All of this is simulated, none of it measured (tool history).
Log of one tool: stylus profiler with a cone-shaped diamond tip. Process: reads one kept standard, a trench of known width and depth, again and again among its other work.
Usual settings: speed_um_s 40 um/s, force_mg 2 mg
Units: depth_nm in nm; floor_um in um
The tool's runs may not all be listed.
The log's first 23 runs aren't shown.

Run 24, hour 545.3: usual settings but force_mg 1.14 mg. Result: depth_nm 1009.07 nm, floor_um 15.01 um.
Run 25, hour 574.3: usual settings but speed_um_s 85 um/s, force_mg 1.14 mg. Result: depth_nm 1008.83 nm, floor_um 14.83 um.
Run 26, hour 608: usual settings but speed_um_s 62 um/s, force_mg 1.39 mg. Result: depth_nm 1010.57 nm, floor_um 14.91 um.
Run 27, hour 625.1: usual settings but speed_um_s 11 um/s, force_mg 3.75 mg. Result: depth_nm 1021.43 nm, floor_um 15.02 um.
Run 28, hour 641.2: usual settings but speed_um_s 72 um/s, force_mg 2.53 mg. Result: depth_nm 1016.21 nm, floor_um 14.88 um.
Run 29, hour 666.6: usual settings but speed_um_s 38 um/s, force_mg 1.17 mg. Result: depth_nm 1009.13 nm, floor_um 14.9 um.
Run 30, hour 689.4: usual settings but speed_um_s 38 um/s, force_mg 1.17 mg. Result: depth_nm 1008.92 nm, floor_um 14.85 um.
Run 31, hour 713.9: usual settings but speed_um_s 20 um/s, force_mg 0.88 mg. Result: depth_nm 1007.18 nm, floor_um 14.9 um.
Run 32, hour 731.6: usual settings but speed_um_s 12 um/s, force_mg 1.08 mg. Result: depth_nm 1008.45 nm, floor_um 14.9 um.
Run 33, hour 765.2: usual settings but speed_um_s 25 um/s. Result: depth_nm 1013.4 nm, floor_um 14.88 um.
Run 34, hour 787: usual settings but force_mg 4.85 mg. Result: depth_nm 1025.01 nm, floor_um 14.8 um.
Run 35, hour 815.8: usual settings but speed_um_s 25 um/s. Result: depth_nm 1013.26 nm, floor_um 14.79 um.
Run 36, hour 844.4: usual settings but speed_um_s 25 um/s. Result: depth_nm 1013.2 nm, floor_um 14.79 um.
Run 37, hour 858.3: usual settings but speed_um_s 25 um/s. Result: depth_nm 1013.41 nm, floor_um 14.77 um.
Run 38, hour 884.4: usual settings but force_mg 3.89 mg. Result: depth_nm 1021.36 nm, floor_um 14.74 um.
Run 39, hour 916.4: usual settings but speed_um_s 87 um/s, force_mg 2.49 mg. Result: depth_nm 1015.57 nm, floor_um 14.53 um.
Run 40, hour 938.3: usual settings but speed_um_s 10 um/s, force_mg 2.35 mg. Result: depth_nm 1014.78 nm, floor_um 14.73 um.
Run 41, hour 965.3: usual settings but speed_um_s 10 um/s, force_mg 2.35 mg. Result: depth_nm 1014.38 nm, floor_um 14.72 um.
Run 42, hour 984.9: usual settings but speed_um_s 88 um/s, force_mg 4.53 mg. Result: depth_nm 1023.98 nm, floor_um 14.57 um.
Run 43, hour 1013.8: usual settings but force_mg 2.82 mg. Result: depth_nm 1016.86 nm, floor_um 14.54 um.
Run 44, hour 1040: usual settings but force_mg 2.82 mg. Result: depth_nm 1016.99 nm, floor_um 14.58 um.
Run 45, hour 1059.5: usual settings but speed_um_s 10 um/s, force_mg 3.99 mg. Result: depth_nm 1021.7 nm, floor_um 14.57 um.
Run 46, hour 1075: usual settings but speed_um_s 10 um/s, force_mg 3.99 mg. Result: depth_nm 1021.47 nm, floor_um 14.59 um.

3 ways to go on from here, each from the tool as it stands after run 46. What would each give?
Run A, hour 1108.1: usual settings but speed_um_s 104 um/s. Result: depth_nm ?, floor_um ?.
Run B, hour 1108.1: usual settings but speed_um_s 131 um/s. Result: depth_nm ?, floor_um ?.
Run C, hour 1108.1: usual settings but speed_um_s 17 um/s, force_mg 0.76 mg. Result: depth_nm ?, floor_um ?.

run  depth_nm  floor_um
  A   1012.96     14.36
  B    1012.5     14.23
  C   1005.82     14.53
Without the tool's hidden state the same runs would have given:
run  depth_nm  floor_um
  A   1015.02      16.3
  B   1014.56     16.17
  C   1007.87     16.47

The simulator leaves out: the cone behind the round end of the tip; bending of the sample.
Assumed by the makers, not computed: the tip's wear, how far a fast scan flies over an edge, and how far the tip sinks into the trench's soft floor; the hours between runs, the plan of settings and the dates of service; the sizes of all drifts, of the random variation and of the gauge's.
